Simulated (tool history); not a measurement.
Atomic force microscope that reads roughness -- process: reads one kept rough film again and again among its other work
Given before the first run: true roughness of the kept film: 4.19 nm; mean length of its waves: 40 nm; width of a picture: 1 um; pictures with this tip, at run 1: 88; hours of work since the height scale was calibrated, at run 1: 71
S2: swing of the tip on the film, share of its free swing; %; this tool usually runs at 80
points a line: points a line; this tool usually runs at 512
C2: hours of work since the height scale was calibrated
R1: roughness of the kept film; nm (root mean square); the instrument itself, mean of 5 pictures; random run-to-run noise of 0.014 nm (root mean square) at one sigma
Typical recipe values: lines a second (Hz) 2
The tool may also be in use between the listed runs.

run 1 day=0 | lines_a_second_(Hz)=2 S2=80 points_a_line=512 | pictures_with_this_tip=88 C2=71 | R1=3.455
run 2 day=0.762 | lines_a_second_(Hz)=2 S2=80 points_a_line=512 | pictures_with_this_tip=134 C2=85 | R1=3.471
run 3 day=1.7 | lines_a_second_(Hz)=0.76 S2=80 points_a_line=512 | pictures_with_this_tip=190 C2=102 | R1=3.71
run 4 day=2.496 | lines_a_second_(Hz)=2 S2=80 points_a_line=512 | pictures_with_this_tip=238 C2=117 | R1=3.47
run 5 day=3.092 | lines_a_second_(Hz)=2 S2=80 points_a_line=512 | pictures_with_this_tip=274 C2=128 | R1=3.465
run 6 day=3.75 | lines_a_second_(Hz)=2 S2=80 points_a_line=512 | pictures_with_this_tip=313 C2=140 | R1=3.458
-- day=4.054 new tip fitted
run 7 day=4.196 | lines_a_second_(Hz)=2 S2=80 points_a_line=512 | pictures_with_this_tip=9 C2=148 | R1=3.473
run 8 day=4.996 | lines_a_second_(Hz)=2 S2=80 points_a_line=512 | pictures_with_this_tip=57 C2=163 | R1=3.459
run 9 day=5.788 | lines_a_second_(Hz)=2 S2=80 points_a_line=512 | pictures_with_this_tip=104 C2=178 | R1=3.468
run 10 day=6.425 | lines_a_second_(Hz)=2 S2=80 points_a_line=463 | pictures_with_this_tip=142 C2=190 | R1=3.435
run 11 day=7.1 | lines_a_second_(Hz)=2 S2=80 points_a_line=463 | pictures_with_this_tip=183 C2=202 | R1=3.46
run 12 day=7.812 | lines_a_second_(Hz)=2 S2=80 points_a_line=463 | pictures_with_this_tip=226 C2=216 | R1=3.463
run 13 day=8.596 | lines_a_second_(Hz)=0.83 S2=57 points_a_line=476 | pictures_with_this_tip=273 C2=230 | R1=3.832
run 14 day=9.008 | lines_a_second_(Hz)=3.63 S2=57 points_a_line=973 | pictures_with_this_tip=297 C2=238 | R1=3.692
-- day=9.567 new tip fitted
run 15 day=9.754 | lines_a_second_(Hz)=3.63 S2=57 points_a_line=973 | pictures_with_this_tip=11 C2=251 | R1=3.712
run 16 day=10.3 | lines_a_second_(Hz)=2.3 S2=77 points_a_line=273 | pictures_with_this_tip=44 C2=262 | R1=3.442
run 17 day=10.688 | lines_a_second_(Hz)=2.3 S2=77 points_a_line=273 | pictures_with_this_tip=67 C2=269 | R1=3.439
run 18 day=11.508 | lines_a_second_(Hz)=0.85 S2=80 points_a_line=282 | pictures_with_this_tip=116 C2=284 | R1=3.68
run 19 day=12.338 | lines_a_second_(Hz)=0.85 S2=80 points_a_line=282 | pictures_with_this_tip=166 C2=299 | R1=3.688
run 20 day=13.183 | lines_a_second_(Hz)=1.08 S2=80 points_a_line=282 | pictures_with_this_tip=216 C2=315 | R1=3.655
run 21 day=13.975 | lines_a_second_(Hz)=1.08 S2=80 points_a_line=282 | pictures_with_this_tip=264 C2=330 | R1=3.623
run 22 day=14.912 | lines_a_second_(Hz)=0.63 S2=80 points_a_line=526 | pictures_with_this_tip=320 C2=347 | R1=3.746
-- day=15.088 new tip fitted
run 23 day=15.85 | lines_a_second_(Hz)=1.79 S2=61 points_a_line=566 | pictures_with_this_tip=46 C2=364 | R1=3.787
run 24 day=16.242 | lines_a_second_(Hz)=3.52 S2=88 points_a_line=328 | pictures_with_this_tip=70 C2=372 | R1=2.926

Hidden condition of the tool, last listed run before each entry between runs versus first listed run after:
Logged between run 6 and run 7: new tip fitted (day 4.054)
  radius of the tip, nm: 7.2 -> 7
Logged between run 14 and run 15: new tip fitted (day 9.567)
  radius of the tip, nm: 7.2 -> 7
Logged between run 22 and run 23: new tip fitted (day 15.088)
  radius of the tip, nm: 7.2 -> 7
